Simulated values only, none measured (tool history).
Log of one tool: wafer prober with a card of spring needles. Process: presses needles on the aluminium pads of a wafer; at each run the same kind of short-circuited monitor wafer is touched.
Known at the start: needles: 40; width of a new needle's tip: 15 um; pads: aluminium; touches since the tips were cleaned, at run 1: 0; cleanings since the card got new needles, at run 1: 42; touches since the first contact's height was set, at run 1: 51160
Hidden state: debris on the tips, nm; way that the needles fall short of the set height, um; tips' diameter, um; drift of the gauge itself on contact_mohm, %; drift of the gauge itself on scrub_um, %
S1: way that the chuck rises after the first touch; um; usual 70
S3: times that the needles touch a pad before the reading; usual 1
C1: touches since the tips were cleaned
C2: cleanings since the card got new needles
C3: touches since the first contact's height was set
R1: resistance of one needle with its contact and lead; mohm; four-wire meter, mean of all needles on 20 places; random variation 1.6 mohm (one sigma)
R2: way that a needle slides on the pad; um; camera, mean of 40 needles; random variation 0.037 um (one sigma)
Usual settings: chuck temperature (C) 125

{"run": 1, "day": 0.0, "S1": 70, "chuck temperature (C)": 125, "S3": 1, "C1": 0, "C2": 42, "C3": 51160, "R1": 149, "R2": 15.72}
{"day": 0.488, "done": "tips cleaned on abrasive film"}
{"run": 2, "day": 0.717, "S1": 70, "chuck temperature (C)": 125, "S3": 1, "C1": 2025, "C2": 43, "C3": 57460, "R1": 156, "R2": 15.68}
{"day": 0.908, "done": "tips cleaned on abrasive film"}
{"day": 1.196, "done": "height of the first contact set anew"}
{"day": 1.379, "done": "tips cleaned on abrasive film"}
{"run": 3, "day": 1.688, "S1": 70, "chuck temperature (C)": 125, "S3": 1, "C1": 2741, "C2": 45, "C3": 4304, "R1": 156, "R2": 15.58}
{"day": 1.858, "done": "tips cleaned on abrasive film"}
{"day": 2.354, "done": "tips cleaned on abrasive film"}
{"run": 4, "day": 2.65, "S1": 70, "chuck temperature (C)": 125, "S3": 2, "C1": 2581, "C2": 47, "C3": 12709, "R1": 156, "R2": 15.51}
{"day": 2.838, "done": "tips cleaned on abrasive film"}
{"day": 3.338, "done": "tips cleaned on abrasive film"}
{"run": 5, "day": 3.388, "S1": 70, "chuck temperature (C)": 125, "S3": 2, "C1": 419, "C2": 49, "C3": 19151, "R1": 152, "R2": 15.48}
{"day": 3.767, "done": "tips cleaned on abrasive film"}
{"run": 6, "day": 3.958, "S1": 67, "chuck temperature (C)": 125, "S3": 2, "C1": 1694, "C2": 50, "C3": 24158, "R1": 159, "R2": 14.78}
{"day": 4.204, "done": "tips cleaned on abrasive film"}
{"day": 4.667, "done": "tips cleaned on abrasive film"}
{"run": 7, "day": 4.888, "S1": 81, "chuck temperature (C)": 125, "S3": 2, "C1": 1976, "C2": 52, "C3": 32308, "R1": 155, "R2": 17.95}
{"day": 5.142, "done": "tips cleaned on abrasive film"}
{"day": 5.633, "done": "tips cleaned on abrasive film"}
{"run": 8, "day": 5.796, "S1": 70, "chuck temperature (C)": 125, "S3": 1, "C1": 1428, "C2": 54, "C3": 40228, "R1": 156, "R2": 15.41}
{"day": 6.083, "done": "tips cleaned on abrasive film"}
{"run": 9, "day": 6.471, "S1": 70, "chuck temperature (C)": 125, "S3": 1, "C1": 3420, "C2": 55, "C3": 46185, "R1": 158, "R2": 15.43}
{"day": 6.579, "done": "tips cleaned on abrasive film"}
{"day": 7.017, "done": "tips cleaned on abrasive film"}
{"run": 10, "day": 7.062, "S1": 64, "chuck temperature (C)": 125, "S3": 1, "C1": 422, "C2": 57, "C3": 51331, "R1": 156, "R2": 13.99}
{"day": 7.462, "done": "tips cleaned on abrasive film"}
{"run": 11, "day": 7.633, "S1": 64, "chuck temperature (C)": 125, "S3": 1, "C1": 1523, "C2": 58, "C3": 56331, "R1": 160, "R2": 13.96}
{"day": 7.9, "done": "tips cleaned on abrasive film"}
{"day": 8.008, "done": "height of the first contact set anew, once more"}
{"run": 12, "day": 8.167, "S1": 64, "chuck temperature (C)": 125, "S3": 1, "C1": 2226, "C2": 59, "C3": 1396, "R1": 158, "R2": 14.55}
{"day": 8.329, "done": "tips cleaned on abrasive film"}
{"day": 8.754, "done": "tips cleaned on abrasive film"}
{"run": 13, "day": 9.046, "S1": 70, "chuck temperature (C)": 125, "S3": 2, "C1": 2588, "C2": 61, "C3": 9112, "R1": 155, "R2": 15.94}
{"day": 9.225, "done": "tips cleaned on abrasive film"}
{"day": 9.654, "done": "tips cleaned on abrasive film"}
{"run": 14, "day": 10.046, "S1": 70, "chuck temperature (C)": 125, "S3": 1, "C1": 3457, "C2": 63, "C3": 17873, "R1": 162, "R2": 15.91}
{"day": 10.112, "done": "tips cleaned on abrasive film"}
{"day": 10.533, "done": "tips cleaned on abrasive film"}
{"run": 15, "day": 10.654, "S1": 70, "chuck temperature (C)": 125, "S3": 1, "C1": 1062, "C2": 65, "C3": 23159, "R1": 156, "R2": 15.83}

Run 16 comes next. What will it give?
{"day": 10.979, "done": "tips cleaned on abrasive film"}
{"run": 16, "day": 11.338, "S1": 75, "chuck temperature (C)": 82, "S3": 1, "C1": 3147, "C2": 66, "C3": 29145, "R1": "?", "R2": "?"}

{"run 16": {"R1": 154, "R2": 16.97}}
Without the tool's hidden state the same run would have given R1 145 mohm, R2 17.11 um.
